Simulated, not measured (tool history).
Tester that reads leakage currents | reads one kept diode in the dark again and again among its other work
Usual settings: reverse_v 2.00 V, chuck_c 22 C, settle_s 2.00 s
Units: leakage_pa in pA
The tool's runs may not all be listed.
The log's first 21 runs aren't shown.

run 22 hour=1575.7 | reverse_v=5.72 chuck_c=36 settle_s=0.75 | leakage_pa=207.64
run 23 hour=1661.0 | reverse_v=2.00 chuck_c=36 settle_s=0.92 | leakage_pa=112.96
run 24 hour=1738.6 | reverse_v=2.00 chuck_c=32 settle_s=0.92 | leakage_pa=80.52
run 25 hour=1838.6 | reverse_v=2.03 chuck_c=32 settle_s=0.92 | leakage_pa=81.40
run 26 hour=1924.6 | reverse_v=7.01 chuck_c=55 settle_s=2.63 | leakage_pa=1110.20
run 27 hour=1973.6 | reverse_v=7.01 chuck_c=55 settle_s=2.63 | leakage_pa=1114.03
run 28 hour=2051.0 | reverse_v=1.10 chuck_c=21 settle_s=1.04 | leakage_pa=21.74
run 29 hour=2122.5 | reverse_v=2.85 chuck_c=27 settle_s=0.44 | leakage_pa=66.13
run 30 hour=2201.5 | reverse_v=2.85 chuck_c=27 settle_s=0.44 | leakage_pa=66.08
run 31 hour=2298.5 | reverse_v=1.27 chuck_c=24 settle_s=2.00 | leakage_pa=31.01
run 32 hour=2343.6 | reverse_v=2.79 chuck_c=28 settle_s=1.37 | leakage_pa=70.65
run 33 hour=2403.0 | reverse_v=2.79 chuck_c=28 settle_s=1.37 | leakage_pa=71.35
run 34 hour=2472.0 | reverse_v=2.79 chuck_c=28 settle_s=1.37 | leakage_pa=71.16
run 35 hour=2520.9 | reverse_v=5.52 chuck_c=22 settle_s=2.00 | leakage_pa=65.57
run 36 hour=2581.2 | reverse_v=5.52 chuck_c=22 settle_s=2.00 | leakage_pa=65.55
-- hour=2603.3 chuck's temperature calibrated
run 37 hour=2640.6 | reverse_v=2.00 chuck_c=30 settle_s=2.00 | leakage_pa=65.21
run 38 hour=2714.3 | reverse_v=1.14 chuck_c=58 settle_s=1.35 | leakage_pa=481.54
run 39 hour=2787.6 | reverse_v=1.14 chuck_c=58 settle_s=1.35 | leakage_pa=481.71

Forecast each of these 3 alternatives for the next run:
run A hour=2838.7 | reverse_v=3.37 chuck_c=30 settle_s=3.09 | leakage_pa=?
run B hour=2838.7 | reverse_v=4.34 chuck_c=26 settle_s=2.43 | leakage_pa=?
run C hour=2838.7 | reverse_v=1.14 chuck_c=29 settle_s=1.35 | leakage_pa=?

run=A leakage_pa=90.19
run=B leakage_pa=74.75
run=C leakage_pa=43.47
Without the tool's hidden state the same runs would have given:
run=A leakage_pa=84.13
run=B leakage_pa=66.68
run=C leakage_pa=41.51
